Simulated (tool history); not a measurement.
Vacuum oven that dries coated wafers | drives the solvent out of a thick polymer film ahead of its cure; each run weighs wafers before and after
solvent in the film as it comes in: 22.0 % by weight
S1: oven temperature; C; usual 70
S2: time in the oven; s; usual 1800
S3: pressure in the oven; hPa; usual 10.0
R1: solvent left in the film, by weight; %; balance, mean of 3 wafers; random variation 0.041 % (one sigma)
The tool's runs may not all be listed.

{"run": 1, "hour": 0.0, "S1": 70, "S2": 1800, "S3": 10.0, "R1": 1.65}
{"run": 2, "hour": 44.0, "S1": 59, "S2": 1800, "S3": 10.0, "R1": 4.21}
{"run": 3, "hour": 89.0, "S1": 59, "S2": 1800, "S3": 10.0, "R1": 4.24}
{"run": 4, "hour": 131.1, "S1": 59, "S2": 1800, "S3": 10.0, "R1": 4.16}
{"run": 5, "hour": 158.4, "S1": 59, "S2": 1800, "S3": 10.0, "R1": 4.27}
{"run": 6, "hour": 205.1, "S1": 70, "S2": 1800, "S3": 10.0, "R1": 1.63}
{"run": 7, "hour": 230.3, "S1": 70, "S2": 1800, "S3": 10.0, "R1": 1.62}
{"run": 8, "hour": 276.6, "S1": 70, "S2": 1800, "S3": 10.0, "R1": 1.63}
{"run": 9, "hour": 311.5, "S1": 70, "S2": 1980, "S3": 10.0, "R1": 1.33}
{"run": 10, "hour": 356.8, "S1": 70, "S2": 1980, "S3": 10.0, "R1": 1.36}
{"run": 11, "hour": 390.6, "S1": 70, "S2": 1980, "S3": 10.0, "R1": 1.3}
{"run": 12, "hour": 433.9, "S1": 70, "S2": 1980, "S3": 10.0, "R1": 1.36}
{"run": 13, "hour": 463.1, "S1": 70, "S2": 1800, "S3": 10.0, "R1": 1.63}
{"run": 14, "hour": 508.8, "S1": 70, "S2": 1800, "S3": 10.0, "R1": 1.56}
{"run": 15, "hour": 555.3, "S1": 70, "S2": 1800, "S3": 26.7, "R1": 2.39}
{"hour": 560.0, "done": "vacuum gauge cleaned of residue and calibrated"}
{"run": 16, "hour": 591.4, "S1": 70, "S2": 1800, "S3": 26.7, "R1": 2.41}
{"run": 17, "hour": 625.5, "S1": 70, "S2": 1500, "S3": 8.5, "R1": 2.27}
{"run": 18, "hour": 659.7, "S1": 69, "S2": 2520, "S3": 25.6, "R1": 1.87}
{"hour": 677.3, "done": "vacuum gauge cleaned of residue and calibrated, once more"}
{"run": 19, "hour": 686.3, "S1": 69, "S2": 2520, "S3": 25.6, "R1": 1.66}
{"run": 20, "hour": 711.3, "S1": 56, "S2": 1380, "S3": 8.2, "R1": 6.32}
{"run": 21, "hour": 742.7, "S1": 62, "S2": 1260, "S3": 16.9, "R1": 5.39}
{"run": 22, "hour": 779.0, "S1": 83, "S2": 1140, "S3": 33.3, "R1": 1.59}
{"run": 23, "hour": 817.0, "S1": 58, "S2": 1980, "S3": 31.0, "R1": 5.24}
{"run": 24, "hour": 853.4, "S1": 68, "S2": 2880, "S3": 11.6, "R1": 0.88}
{"run": 25, "hour": 892.9, "S1": 68, "S2": 2880, "S3": 11.6, "R1": 0.9}
{"run": 26, "hour": 934.2, "S1": 68, "S2": 2880, "S3": 11.6, "R1": 0.86}
{"run": 27, "hour": 955.7, "S1": 59, "S2": 2520, "S3": 10.0, "R1": 2.42}
{"run": 28, "hour": 994.1, "S1": 59, "S2": 2520, "S3": 10.0, "R1": 2.37}
{"run": 29, "hour": 1030.4, "S1": 81, "S2": 1680, "S3": 14.3, "R1": 0.62}
{"run": 30, "hour": 1051.2, "S1": 75, "S2": 2700, "S3": 15.1, "R1": 0.73}

5 ways to go on from here, each from the tool as it stands after run 30. What would each give?
{"run": "A", "hour": 1086.9, "S1": 61, "S2": 1500, "S3": 13.3, "R1": "?"}
{"run": "B", "hour": 1086.9, "S1": 69, "S2": 1800, "S3": 19.1, "R1": "?"}
{"run": "C", "hour": 1086.9, "S1": 78, "S2": 2700, "S3": 37.2, "R1": "?"}
{"run": "D", "hour": 1086.9, "S1": 70, "S2": 1860, "S3": 26.7, "R1": "?"}
{"run": "E", "hour": 1086.9, "S1": 80, "S2": 2460, "S3": 15.1, "R1": "?"}

run=A R1=4.38
run=B R1=1.96
run=C R1=1.39
run=D R1=2.11
run=E R1=0.54
Without the tool's hidden state the same runs would have given:
run=A R1=4.79
run=B R1=2.19
run=C R1=1.45
run=D R1=2.33
run=E R1=0.55
